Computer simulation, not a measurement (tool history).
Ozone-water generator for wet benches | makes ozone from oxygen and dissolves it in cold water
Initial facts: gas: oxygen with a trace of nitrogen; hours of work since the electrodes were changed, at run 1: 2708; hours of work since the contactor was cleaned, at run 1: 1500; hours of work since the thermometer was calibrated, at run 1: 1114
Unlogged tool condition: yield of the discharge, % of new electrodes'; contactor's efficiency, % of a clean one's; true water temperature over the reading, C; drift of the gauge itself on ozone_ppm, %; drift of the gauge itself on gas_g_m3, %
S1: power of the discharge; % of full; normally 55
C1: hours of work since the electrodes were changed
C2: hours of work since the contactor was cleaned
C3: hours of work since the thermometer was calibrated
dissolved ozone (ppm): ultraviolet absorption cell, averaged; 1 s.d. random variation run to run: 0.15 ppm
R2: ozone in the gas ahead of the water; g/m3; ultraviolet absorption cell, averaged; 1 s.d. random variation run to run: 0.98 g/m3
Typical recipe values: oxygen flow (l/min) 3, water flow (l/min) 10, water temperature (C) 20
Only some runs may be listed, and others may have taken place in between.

Run 1, hour 0: usual settings; C1 2708; C2 1500; C3 1114. Result: dissolved ozone (ppm) 17.7, R2 155.3 g/m3.
Run 2, hour 111.3: usual settings; C1 2782; C2 1575; C3 1188. Result: dissolved ozone (ppm) 18, R2 153 g/m3.
Run 3, hour 184.8: usual settings; C1 2831; C2 1624; C3 1237. Result: dissolved ozone (ppm) 17.7, R2 156.8 g/m3.
Run 4, hour 279.1: usual settings; C1 2894; C2 1686; C3 1300. Result: dissolved ozone (ppm) 17.9, R2 156.4 g/m3.
Run 5, hour 389.1: usual settings but oxygen flow (l/min) 4.32; C1 2967; C2 1760; C3 1373. Result: dissolved ozone (ppm) 16.4, R2 119.3 g/m3.
Run 6, hour 453.8: usual settings but oxygen flow (l/min) 4.32; C1 3010; C2 1803; C3 1416. Result: dissolved ozone (ppm) 16.1, R2 120.1 g/m3.
Run 7, hour 545.3: usual settings; C1 3071; C2 1864; C3 1477. Result: dissolved ozone (ppm) 17.7, R2 154.7 g/m3.

For run 8, what comes out?
Run 8, hour 618.9: usual settings; C1 3120; C2 1913; C3 1526. Result: dissolved ozone (ppm) ?, R2 ?.

{"run 8": {"dissolved ozone (ppm)": 18, "R2": 153.4}}
Take away the tool's hidden state, keep the run-to-run variation as it was, and the same run would have given dissolved ozone (ppm) 19.9, R2 167.2 g/m3.
